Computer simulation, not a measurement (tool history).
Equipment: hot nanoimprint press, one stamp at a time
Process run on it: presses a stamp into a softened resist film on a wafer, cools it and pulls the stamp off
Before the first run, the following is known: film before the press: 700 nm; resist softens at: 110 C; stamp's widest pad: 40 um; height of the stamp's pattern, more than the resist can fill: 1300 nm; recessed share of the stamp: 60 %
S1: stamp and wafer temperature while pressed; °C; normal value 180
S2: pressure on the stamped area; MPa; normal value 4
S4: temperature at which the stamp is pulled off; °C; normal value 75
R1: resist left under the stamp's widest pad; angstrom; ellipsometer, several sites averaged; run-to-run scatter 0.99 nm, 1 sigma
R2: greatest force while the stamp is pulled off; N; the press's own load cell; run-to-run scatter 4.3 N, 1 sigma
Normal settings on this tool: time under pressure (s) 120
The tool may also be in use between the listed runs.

Run 1, hour 0: usual settings. Result: R1 2508 angstrom, R2 249 N.
Run 2, hour 18.6: usual settings. Result: R1 2503 angstrom, R2 252 N.
Run 3, hour 27.4: usual settings but S2 3.18 MPa. Result: R1 2855 angstrom, R2 252 N.
Run 4, hour 45.2: usual settings but S1 179 °C. Result: R1 2560 angstrom, R2 240 N.
Run 5, hour 55.3: usual settings but S1 179 °C. Result: R1 2578 angstrom, R2 256 N.
Run 6, hour 70.3: usual settings but S1 179 °C. Result: R1 2585 angstrom, R2 264 N.
Run 7, hour 84.5: usual settings but S1 179 °C. Result: R1 2573 angstrom, R2 261 N.
Run 8, hour 101.9: usual settings but S1 171 °C. Result: R1 3309 angstrom, R2 267 N.
Run 9, hour 113.4: usual settings but S1 187 °C. Result: R1 2054 angstrom, R2 254 N.
Run 10, hour 132: usual settings but S1 187 °C. Result: R1 2058 angstrom, R2 264 N.
Run 11, hour 146.6: usual settings. Result: R1 2521 angstrom, R2 266 N.
Run 12, hour 161.6: usual settings. Result: R1 2502 angstrom, R2 267 N.
At hour 178.3: stamp cleaned and given a new release coat.
Run 13, hour 186.6: usual settings. Result: R1 2499 angstrom, R2 216 N.
Run 14, hour 202.3: usual settings. Result: R1 2510 angstrom, R2 213 N.
Run 15, hour 213.3: usual settings. Result: R1 2503 angstrom, R2 207 N.
At hour 217.5: plate thermocouple calibrated.
Run 16, hour 231.7: usual settings. Result: R1 2499 angstrom, R2 223 N.
Run 17, hour 249: usual settings. Result: R1 2516 angstrom, R2 213 N.
Run 18, hour 263.4: usual settings but S1 171 °C, time under pressure (s) 88. Result: R1 3618 angstrom, R2 223 N.
Run 19, hour 283.6: usual settings but S1 178 °C, time under pressure (s) 176, S4 65 °C. Result: R1 2321 angstrom, R2 257 N.
At hour 290.4: plate thermocouple calibrated, once more.
Run 20, hour 299.4: usual settings but S1 178 °C, time under pressure (s) 176, S4 65 °C. Result: R1 2366 angstrom, R2 273 N.
Run 21, hour 316.2: usual settings but S1 178 °C, time under pressure (s) 176, S4 65 °C. Result: R1 2370 angstrom, R2 255 N.
Run 22, hour 326.6: usual settings but S1 183 °C. Result: R1 2329 angstrom, R2 226 N.

For run 23, what comes out?
Run 23, hour 343.2: usual settings but S1 185 °C, S2 2.71 MPa, time under pressure (s) 116, S4 68 °C. Result: R1 ?, R2 ?.

{"run 23": {"R1": 2796, "R2": 257}}
With the hidden condition absent and the run-to-run variation left alone, this run would have shown R1 2761 angstrom, R2 232 N.
